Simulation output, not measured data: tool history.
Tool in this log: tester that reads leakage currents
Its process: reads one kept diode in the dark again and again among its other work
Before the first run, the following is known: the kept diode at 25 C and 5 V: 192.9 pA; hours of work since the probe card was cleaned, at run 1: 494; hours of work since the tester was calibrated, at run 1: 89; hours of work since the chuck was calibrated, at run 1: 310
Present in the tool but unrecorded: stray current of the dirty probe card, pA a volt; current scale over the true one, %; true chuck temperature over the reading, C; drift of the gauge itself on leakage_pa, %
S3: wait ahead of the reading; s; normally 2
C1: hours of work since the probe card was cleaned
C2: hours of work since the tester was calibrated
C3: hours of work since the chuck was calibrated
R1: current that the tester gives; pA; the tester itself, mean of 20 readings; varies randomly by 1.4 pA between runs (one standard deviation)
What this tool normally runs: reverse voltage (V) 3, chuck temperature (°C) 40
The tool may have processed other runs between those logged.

{"run": 1, "hour": 0.0, "reverse voltage (V)": 3, "chuck temperature (°C)": 40, "S3": 2, "C1": 494, "C2": 89, "C3": 310, "R1": 474.52}
{"run": 2, "hour": 29.0, "reverse voltage (V)": 3, "chuck temperature (°C)": 40, "S3": 2, "C1": 506, "C2": 101, "C3": 322, "R1": 477.81}
{"run": 3, "hour": 58.8, "reverse voltage (V)": 5.6, "chuck temperature (°C)": 40, "S3": 2, "C1": 519, "C2": 113, "C3": 334, "R1": 648.2}
{"run": 4, "hour": 83.9, "reverse voltage (V)": 3, "chuck temperature (°C)": 26, "S3": 2, "C1": 529, "C2": 124, "C3": 345, "R1": 162.36}
{"run": 5, "hour": 111.4, "reverse voltage (V)": 3, "chuck temperature (°C)": 26, "S3": 2, "C1": 541, "C2": 135, "C3": 356, "R1": 162.66}
{"run": 6, "hour": 137.7, "reverse voltage (V)": 3, "chuck temperature (°C)": 40, "S3": 2, "C1": 552, "C2": 146, "C3": 367, "R1": 475.9}
{"run": 7, "hour": 170.3, "reverse voltage (V)": 3, "chuck temperature (°C)": 40, "S3": 2, "C1": 565, "C2": 160, "C3": 381, "R1": 476.71}
{"run": 8, "hour": 200.8, "reverse voltage (V)": 3, "chuck temperature (°C)": 40, "S3": 9.2, "C1": 578, "C2": 173, "C3": 394, "R1": 475.45}
{"run": 9, "hour": 225.6, "reverse voltage (V)": 3, "chuck temperature (°C)": 40, "S3": 9.2, "C1": 589, "C2": 183, "C3": 404, "R1": 476.48}
{"run": 10, "hour": 239.8, "reverse voltage (V)": 3, "chuck temperature (°C)": 40, "S3": 9.2, "C1": 595, "C2": 189, "C3": 410, "R1": 474.4}
{"run": 11, "hour": 261.3, "reverse voltage (V)": 3, "chuck temperature (°C)": 40, "S3": 9.2, "C1": 604, "C2": 198, "C3": 419, "R1": 476.19}
{"run": 12, "hour": 293.4, "reverse voltage (V)": 3, "chuck temperature (°C)": 40, "S3": 2, "C1": 617, "C2": 212, "C3": 433, "R1": 473.99}
{"run": 13, "hour": 321.3, "reverse voltage (V)": 3, "chuck temperature (°C)": 40, "S3": 0.85, "C1": 629, "C2": 223, "C3": 444, "R1": 476}
{"run": 14, "hour": 335.5, "reverse voltage (V)": 3, "chuck temperature (°C)": 40, "S3": 0.85, "C1": 635, "C2": 229, "C3": 450, "R1": 473.31}
{"run": 15, "hour": 359.0, "reverse voltage (V)": 3, "chuck temperature (°C)": 40, "S3": 0.85, "C1": 644, "C2": 239, "C3": 460, "R1": 475.64}
{"run": 16, "hour": 378.4, "reverse voltage (V)": 3, "chuck temperature (°C)": 40, "S3": 2, "C1": 653, "C2": 247, "C3": 468, "R1": 473.23}
{"run": 17, "hour": 397.0, "reverse voltage (V)": 3, "chuck temperature (°C)": 40, "S3": 0.63, "C1": 660, "C2": 255, "C3": 476, "R1": 473.89}
{"run": 18, "hour": 412.4, "reverse voltage (V)": 3, "chuck temperature (°C)": 40, "S3": 0.63, "C1": 667, "C2": 261, "C3": 483, "R1": 475.53}
{"run": 19, "hour": 433.4, "reverse voltage (V)": 3, "chuck temperature (°C)": 40, "S3": 0.63, "C1": 676, "C2": 270, "C3": 491, "R1": 477.3}
{"run": 20, "hour": 459.7, "reverse voltage (V)": 3, "chuck temperature (°C)": 40, "S3": 2, "C1": 687, "C2": 281, "C3": 502, "R1": 475.66}
{"run": 21, "hour": 480.3, "reverse voltage (V)": 3, "chuck temperature (°C)": 32, "S3": 2.06, "C1": 695, "C2": 290, "C3": 511, "R1": 260.68}
{"run": 22, "hour": 511.4, "reverse voltage (V)": 4.45, "chuck temperature (°C)": 32, "S3": 2.73, "C1": 708, "C2": 303, "C3": 524, "R1": 316.8}
{"run": 23, "hour": 531.5, "reverse voltage (V)": 4.45, "chuck temperature (°C)": 32, "S3": 2.73, "C1": 717, "C2": 311, "C3": 532, "R1": 314.89}
{"run": 24, "hour": 558.2, "reverse voltage (V)": 1.31, "chuck temperature (°C)": 41, "S3": 4.16, "C1": 728, "C2": 323, "C3": 544, "R1": 338.99}
{"run": 25, "hour": 586.7, "reverse voltage (V)": 1.31, "chuck temperature (°C)": 60, "S3": 0.51, "C1": 740, "C2": 334, "C3": 556, "R1": 1253.42}
{"run": 26, "hour": 605.3, "reverse voltage (V)": 1.17, "chuck temperature (°C)": 34, "S3": 2.43, "C1": 748, "C2": 342, "C3": 563, "R1": 190.53}
{"run": 27, "hour": 620.2, "reverse voltage (V)": 5.07, "chuck temperature (°C)": 31, "S3": 2.43, "C1": 754, "C2": 348, "C3": 570, "R1": 312.21}
{"run": 28, "hour": 650.1, "reverse voltage (V)": 5.07, "chuck temperature (°C)": 53, "S3": 2.43, "C1": 766, "C2": 361, "C3": 582, "R1": 1525.7}
{"run": 29, "hour": 677.7, "reverse voltage (V)": 8.8, "chuck temperature (°C)": 48, "S3": 2, "C1": 778, "C2": 373, "C3": 594, "R1": 1433.85}
{"run": 30, "hour": 709.8, "reverse voltage (V)": 1.69, "chuck temperature (°C)": 48, "S3": 2, "C1": 791, "C2": 386, "C3": 607, "R1": 637.5}
{"run": 31, "hour": 731.4, "reverse voltage (V)": 1.69, "chuck temperature (°C)": 48, "S3": 2, "C1": 800, "C2": 395, "C3": 616, "R1": 631.39}
{"run": 32, "hour": 750.7, "reverse voltage (V)": 1.04, "chuck temperature (°C)": 40, "S3": 0.52, "C1": 809, "C2": 403, "C3": 624, "R1": 281.94}
{"run": 33, "hour": 771.7, "reverse voltage (V)": 1.04, "chuck temperature (°C)": 40, "S3": 0.52, "C1": 817, "C2": 412, "C3": 633, "R1": 282.27}
{"run": 34, "hour": 799.3, "reverse voltage (V)": 1.1, "chuck temperature (°C)": 56, "S3": 2, "C1": 829, "C2": 424, "C3": 645, "R1": 881.03}
{"run": 35, "hour": 819.7, "reverse voltage (V)": 1.7, "chuck temperature (°C)": 37, "S3": 8.21, "C1": 837, "C2": 432, "C3": 653, "R1": 287.03}
{"run": 36, "hour": 848.6, "reverse voltage (V)": 3, "chuck temperature (°C)": 38, "S3": 1.45, "C1": 850, "C2": 444, "C3": 665, "R1": 409.61}
{"run": 37, "hour": 863.2, "reverse voltage (V)": 1.43, "chuck temperature (°C)": 24, "S3": 2, "C1": 856, "C2": 450, "C3": 671, "R1": 96.1}
{"run": 38, "hour": 890.4, "reverse voltage (V)": 9.55, "chuck temperature (°C)": 51, "S3": 2, "C1": 867, "C2": 462, "C3": 683, "R1": 1836.19}
{"run": 39, "hour": 920.8, "reverse voltage (V)": 7.5, "chuck temperature (°C)": 47, "S3": 2, "C1": 880, "C2": 474, "C3": 696, "R1": 1232.16}

Each row is a separate what-if for the run after 39, all from the same tool condition, not one after another. Results?
{"run": "A", "hour": 934.5, "reverse voltage (V)": 7.5, "chuck temperature (°C)": 47, "S3": 0.89, "C1": 886, "C2": 480, "C3": 701, "R1": "?"}
{"run": "B", "hour": 934.5, "reverse voltage (V)": 1.07, "chuck temperature (°C)": 47, "S3": 1.41, "C1": 886, "C2": 480, "C3": 701, "R1": "?"}
{"run": "C", "hour": 934.5, "reverse voltage (V)": 7.5, "chuck temperature (°C)": 40, "S3": 2, "C1": 886, "C2": 480, "C3": 701, "R1": "?"}

run=A R1=1233.35
run=B R1=473.31
run=C R1=747.8
Stripped of hidden state, with their random variation kept, the same runs would have yielded:
run=A R1=1234.03
run=B R1=473.64
run=C R1=748.12

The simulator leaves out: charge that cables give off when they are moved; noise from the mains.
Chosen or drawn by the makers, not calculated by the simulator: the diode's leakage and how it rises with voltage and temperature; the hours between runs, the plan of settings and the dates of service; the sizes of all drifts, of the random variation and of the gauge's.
